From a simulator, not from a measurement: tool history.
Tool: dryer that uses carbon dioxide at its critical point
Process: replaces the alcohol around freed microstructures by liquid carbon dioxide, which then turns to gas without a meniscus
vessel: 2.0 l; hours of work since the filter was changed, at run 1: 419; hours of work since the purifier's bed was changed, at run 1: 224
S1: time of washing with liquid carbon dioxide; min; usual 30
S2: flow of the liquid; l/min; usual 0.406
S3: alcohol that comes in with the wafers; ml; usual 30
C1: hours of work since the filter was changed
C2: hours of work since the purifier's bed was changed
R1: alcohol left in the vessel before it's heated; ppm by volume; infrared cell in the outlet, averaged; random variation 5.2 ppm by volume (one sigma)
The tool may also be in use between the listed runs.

run	hour	S1	S2	S3	C1	C2	R1
1	0	30	0.406	30	419	224	164
2	10	30	0.406	30	426	230	174
3	22.7	30	0.406	30	434	238	176
4	35.2	19	0.406	30	442	246	879
5	42.8	19	0.406	30	447	251	858
6	57.1	19	0.406	30	456	261	896
# hour 62.1: inlet filter changed
7	67.7	30	0.406	30	4	267	98
8	75.5	30	0.406	30	9	272	96
9	83.3	47	0.433	40	14	277	22

Run 10 comes next. What will it give?
10	90.9	39	0.63	30	19	282	?

R1: 21 ppm by volume
Without the tool's hidden state the same run would have given R1 12 ppm by volume.
